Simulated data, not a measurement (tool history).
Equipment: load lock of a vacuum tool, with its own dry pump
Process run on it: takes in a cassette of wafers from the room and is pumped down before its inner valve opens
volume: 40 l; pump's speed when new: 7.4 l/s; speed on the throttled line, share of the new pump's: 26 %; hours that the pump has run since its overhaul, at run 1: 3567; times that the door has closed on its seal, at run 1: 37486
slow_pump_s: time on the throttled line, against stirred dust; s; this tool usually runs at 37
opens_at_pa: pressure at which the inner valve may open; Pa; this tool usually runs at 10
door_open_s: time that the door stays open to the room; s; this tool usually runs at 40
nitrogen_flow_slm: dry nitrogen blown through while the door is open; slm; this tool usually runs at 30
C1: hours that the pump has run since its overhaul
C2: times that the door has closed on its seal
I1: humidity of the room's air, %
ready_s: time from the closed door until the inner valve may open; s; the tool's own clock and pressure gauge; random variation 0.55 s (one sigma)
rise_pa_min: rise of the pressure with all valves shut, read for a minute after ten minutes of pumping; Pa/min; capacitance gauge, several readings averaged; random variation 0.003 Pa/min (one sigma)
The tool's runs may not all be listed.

run 1 day=0.000 | slow_pump_s=37 opens_at_pa=10 door_open_s=40 nitrogen_flow_slm=30 | C1=3567 C2=37486 | I1=45.1 | ready_s=79.0 rise_pa_min=0.423
run 2 day=7.954 | slow_pump_s=37 opens_at_pa=10 door_open_s=40 nitrogen_flow_slm=30 | C1=3758 C2=38239 | I1=43.4 | ready_s=81.2 rise_pa_min=0.441
run 3 day=21.654 | slow_pump_s=37 opens_at_pa=10 door_open_s=40 nitrogen_flow_slm=30 | C1=4087 C2=39535 | I1=45.2 | ready_s=82.2 rise_pa_min=0.460
run 4 day=33.625 | slow_pump_s=37 opens_at_pa=10 door_open_s=40 nitrogen_flow_slm=30 | C1=4374 C2=40667 | I1=46.0 | ready_s=82.0 rise_pa_min=0.487
run 5 day=49.496 | slow_pump_s=37 opens_at_pa=10 door_open_s=40 nitrogen_flow_slm=30 | C1=4755 C2=42169 | I1=48.1 | ready_s=81.4 rise_pa_min=0.500
run 6 day=68.483 | slow_pump_s=22 opens_at_pa=10 door_open_s=40 nitrogen_flow_slm=30 | C1=5211 C2=43965 | I1=41.3 | ready_s=71.0 rise_pa_min=0.533
run 7 day=86.529 | slow_pump_s=22 opens_at_pa=10 door_open_s=40 nitrogen_flow_slm=30 | C1=5644 C2=45673 | I1=43.1 | ready_s=71.2 rise_pa_min=0.557
run 8 day=99.867 | slow_pump_s=22 opens_at_pa=10 door_open_s=40 nitrogen_flow_slm=30 | C1=5964 C2=46934 | I1=45.8 | ready_s=73.1 rise_pa_min=0.581
run 9 day=109.767 | slow_pump_s=37 opens_at_pa=10 door_open_s=40 nitrogen_flow_slm=30 | C1=6202 C2=47871 | I1=42.2 | ready_s=84.0 rise_pa_min=0.603
run 10 day=126.521 | slow_pump_s=37 opens_at_pa=10 door_open_s=40 nitrogen_flow_slm=30 | C1=6604 C2=49456 | I1=41.7 | ready_s=83.4 rise_pa_min=0.643
run 11 day=140.271 | slow_pump_s=37 opens_at_pa=10 door_open_s=40 nitrogen_flow_slm=30 | C1=6934 C2=50757 | I1=46.3 | ready_s=84.2 rise_pa_min=0.669
run 12 day=148.292 | slow_pump_s=37 opens_at_pa=10 door_open_s=40 nitrogen_flow_slm=30 | C1=7126 C2=51516 | I1=45.3 | ready_s=83.4 rise_pa_min=0.671
run 13 day=158.992 | slow_pump_s=45 opens_at_pa=10 door_open_s=40 nitrogen_flow_slm=30 | C1=7383 C2=52528 | I1=45.5 | ready_s=91.3 rise_pa_min=0.697
-- day=164.779 door's seal changed, seat wiped
run 14 day=173.162 | slow_pump_s=45 opens_at_pa=10 door_open_s=40 nitrogen_flow_slm=30 | C1=7722 C2=793 | I1=44.3 | ready_s=92.0 rise_pa_min=0.016
run 15 day=187.858 | slow_pump_s=37 opens_at_pa=10 door_open_s=40 nitrogen_flow_slm=30 | C1=8074 C2=2183 | I1=46.3 | ready_s=86.2 rise_pa_min=0.026
run 16 day=203.508 | slow_pump_s=63 opens_at_pa=10 door_open_s=40 nitrogen_flow_slm=30 | C1=8450 C2=3664 | I1=50.3 | ready_s=102.3 rise_pa_min=0.032
run 17 day=222.829 | slow_pump_s=63 opens_at_pa=10 door_open_s=40 nitrogen_flow_slm=30 | C1=8914 C2=5492 | I1=48.4 | ready_s=104.7 rise_pa_min=0.041
run 18 day=235.562 | slow_pump_s=63 opens_at_pa=10 door_open_s=40 nitrogen_flow_slm=30 | C1=9219 C2=6696 | I1=44.2 | ready_s=104.9 rise_pa_min=0.047
run 19 day=243.967 | slow_pump_s=63 opens_at_pa=10 door_open_s=40 nitrogen_flow_slm=30 | C1=9421 C2=7492 | I1=46.8 | ready_s=105.3 rise_pa_min=0.051
run 20 day=263.050 | slow_pump_s=63 opens_at_pa=10 door_open_s=40 nitrogen_flow_slm=30 | C1=9879 C2=9297 | I1=39.5 | ready_s=105.7 rise_pa_min=0.060
-- day=279.246 dry pump taken out, an overhauled one fitted
run 21 day=280.958 | slow_pump_s=43 opens_at_pa=10 door_open_s=70 nitrogen_flow_slm=29 | C1=41 C2=10968 | I1=46.1 | ready_s=82.0 rise_pa_min=0.075
run 22 day=298.362 | slow_pump_s=30 opens_at_pa=10 door_open_s=96 nitrogen_flow_slm=38 | C1=459 C2=12614 | I1=44.3 | ready_s=73.8 rise_pa_min=0.087
run 23 day=317.192 | slow_pump_s=23 opens_at_pa=19 door_open_s=205 nitrogen_flow_slm=30 | C1=911 C2=14396 | I1=46.6 | ready_s=65.3 rise_pa_min=0.119
run 24 day=329.254 | slow_pump_s=20 opens_at_pa=9 door_open_s=225 nitrogen_flow_slm=9 | C1=1200 C2=15537 | I1=47.1 | ready_s=67.3 rise_pa_min=0.150
run 25 day=344.567 | slow_pump_s=27 opens_at_pa=16 door_open_s=193 nitrogen_flow_slm=13 | C1=1568 C2=16986 | I1=44.0 | ready_s=69.1 rise_pa_min=0.151
run 26 day=357.458 | slow_pump_s=54 opens_at_pa=8 door_open_s=77 nitrogen_flow_slm=43 | C1=1877 C2=18205 | I1=44.2 | ready_s=93.4 rise_pa_min=0.133
run 27 day=376.442 | slow_pump_s=54 opens_at_pa=8 door_open_s=77 nitrogen_flow_slm=43 | C1=2333 C2=20001 | I1=46.4 | ready_s=93.2 rise_pa_min=0.148
run 28 day=390.288 | slow_pump_s=37 opens_at_pa=12 door_open_s=40 nitrogen_flow_slm=4 | C1=2665 C2=21311 | I1=43.9 | ready_s=78.9 rise_pa_min=0.166
run 29 day=408.033 | slow_pump_s=45 opens_at_pa=11 door_open_s=235 nitrogen_flow_slm=30 | C1=3091 C2=22990 | I1=44.0 | ready_s=86.0 rise_pa_min=0.199
run 30 day=423.417 | slow_pump_s=45 opens_at_pa=11 door_open_s=235 nitrogen_flow_slm=30 | C1=3460 C2=24446 | I1=44.9 | ready_s=87.0 rise_pa_min=0.212
run 31 day=437.567 | slow_pump_s=32 opens_at_pa=13 door_open_s=85 nitrogen_flow_slm=5 | C1=3800 C2=25784 | I1=43.0 | ready_s=76.9 rise_pa_min=0.239
run 32 day=445.708 | slow_pump_s=37 opens_at_pa=10 door_open_s=56 nitrogen_flow_slm=30 | C1=3995 C2=26554 | I1=49.9 | ready_s=82.4 rise_pa_min=0.228
run 33 day=455.358 | slow_pump_s=50 opens_at_pa=10 door_open_s=56 nitrogen_flow_slm=23 | C1=4227 C2=27468 | I1=45.7 | ready_s=92.0 rise_pa_min=0.228
run 34 day=466.783 | slow_pump_s=51 opens_at_pa=10 door_open_s=40 nitrogen_flow_slm=7 | C1=4501 C2=28548 | I1=45.4 | ready_s=93.6 rise_pa_min=0.252
run 35 day=484.154 | slow_pump_s=51 opens_at_pa=10 door_open_s=40 nitrogen_flow_slm=7 | C1=4918 C2=30192 | I1=45.8 | ready_s=93.8 rise_pa_min=0.269
run 36 day=499.583 | slow_pump_s=51 opens_at_pa=10 door_open_s=40 nitrogen_flow_slm=7 | C1=5288 C2=31652 | I1=46.6 | ready_s=93.0 rise_pa_min=0.289

The logged runs with the hidden state left out (each run's random variation unchanged):
The hidden state here: pump's speed, % of a new pump's; leak at the door's seal, Pa l/s; drift of the gauge itself on ready_s, %; drift of the gauge itself on rise_pa_min, %.
run=1 ready_s=75.8 rise_pa_min=0.018
run=2 ready_s=77.7 rise_pa_min=0.017
run=3 ready_s=78.4 rise_pa_min=0.016
run=4 ready_s=77.8 rise_pa_min=0.015
run=5 ready_s=77.0 rise_pa_min=0.012
run=6 ready_s=65.8 rise_pa_min=0.015
run=7 ready_s=65.4 rise_pa_min=0.011
run=8 ready_s=66.7 rise_pa_min=0.011
run=9 ready_s=77.9 rise_pa_min=0.014
run=10 ready_s=76.9 rise_pa_min=0.014
run=11 ready_s=77.3 rise_pa_min=0.014
run=12 ready_s=76.3 rise_pa_min=0.016
run=13 ready_s=84.1 rise_pa_min=0.018
run=14 ready_s=84.4 rise_pa_min=0.012
run=15 ready_s=77.9 rise_pa_min=0.017
run=16 ready_s=95.0 rise_pa_min=0.017
run=17 ready_s=96.8 rise_pa_min=0.017
run=18 ready_s=96.6 rise_pa_min=0.016
run=19 ready_s=96.8 rise_pa_min=0.015
run=20 ready_s=96.6 rise_pa_min=0.013
run=21 ready_s=81.6 rise_pa_min=0.017
run=22 ready_s=73.0 rise_pa_min=0.017
run=23 ready_s=64.1 rise_pa_min=0.035
run=24 ready_s=65.5 rise_pa_min=0.057
run=25 ready_s=67.3 rise_pa_min=0.045
run=26 ready_s=91.4 rise_pa_min=0.016
run=27 ready_s=90.9 rise_pa_min=0.015
run=28 ready_s=76.1 rise_pa_min=0.020
run=29 ready_s=82.8 rise_pa_min=0.036
run=30 ready_s=83.4 rise_pa_min=0.033
run=31 ready_s=72.7 rise_pa_min=0.036
run=32 ready_s=78.0 rise_pa_min=0.020
run=33 ready_s=87.7 rise_pa_min=0.014
run=34 ready_s=89.1 rise_pa_min=0.024
run=35 ready_s=88.9 rise_pa_min=0.022
run=36 ready_s=87.8 rise_pa_min=0.018
